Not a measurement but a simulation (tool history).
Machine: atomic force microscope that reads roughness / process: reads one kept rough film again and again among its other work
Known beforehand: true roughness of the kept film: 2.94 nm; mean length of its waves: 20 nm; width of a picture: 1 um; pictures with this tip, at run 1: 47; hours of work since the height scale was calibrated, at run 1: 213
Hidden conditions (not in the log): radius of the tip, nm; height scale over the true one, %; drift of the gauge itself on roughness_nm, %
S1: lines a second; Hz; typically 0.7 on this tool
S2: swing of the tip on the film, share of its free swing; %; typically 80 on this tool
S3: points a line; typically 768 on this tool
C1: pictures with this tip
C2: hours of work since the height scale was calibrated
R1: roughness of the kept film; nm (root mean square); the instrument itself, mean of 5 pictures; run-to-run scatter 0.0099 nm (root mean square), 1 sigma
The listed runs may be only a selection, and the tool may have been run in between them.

run   hour     S1  S2   S3   C1   C2     R1
  1      0    0.7  80  768   47  213  2.099
  2     19    0.7  80  768   90  228  2.011
  3   30.6    0.7  80  492  117  237  1.936
  4   44.1    0.7  80  492  148  247  1.875
  5   61.1    0.7  80  511  187  261  1.814
  6   73.8    0.7  62  768  216  271  1.855
  7   83.9    0.7  62  768  239  278  1.827
      99.9  -- new tip fitted
  8  105.3    0.7  80  768   13  295  2.217
  9  123.8    0.7  80  768   55  309  2.105
 10  142.4    0.7  80  918   98  324  2.013
 11  152.1  1.374  87  918  120  331  1.736
 12  162.3  1.029  66  425  143  339  1.944
     164.6  -- height scale calibrated on a step standard
 13  184.6  1.957  68  289  193   16  1.738
     199.3  -- height scale calibrated on a step standard, once more
 14  208.1    0.7  80  483  244    7  1.722
     222.1  -- new tip fitted
 15    232    0.7  80  295   23   25  2.132
 16  244.9    0.7  80  295   53   35   2.06
 17  259.1  1.935  90  295   85   46  1.586
 18  276.9  0.861  61  782  126   60  2.039
 19  299.8   2.23  58  508  179   78  1.858

Consider 5 possible next runs. They are alternatives, not a sequence: every one starts from the tool as it was left by run 19. What does each give?
  A  319.9    0.7  75  709  225  94   ?
  B  319.9   2.23  58  748  225  94   ?
  C  319.9  2.203  56  316  225  94   ?
  D  319.9  3.395  80  505  225  94   ?
  E  319.9   2.23  63  508  225  94   ?

run     R1
  A  1.797
  B  1.775
  C  1.743
  D  1.366
  E  1.735
The same runs, with their run-to-run variation unchanged, on a tool lacking any hidden condition would have given:
run     R1
  A  2.296
  B  2.267
  C  2.228
  D  1.745
  E  2.217

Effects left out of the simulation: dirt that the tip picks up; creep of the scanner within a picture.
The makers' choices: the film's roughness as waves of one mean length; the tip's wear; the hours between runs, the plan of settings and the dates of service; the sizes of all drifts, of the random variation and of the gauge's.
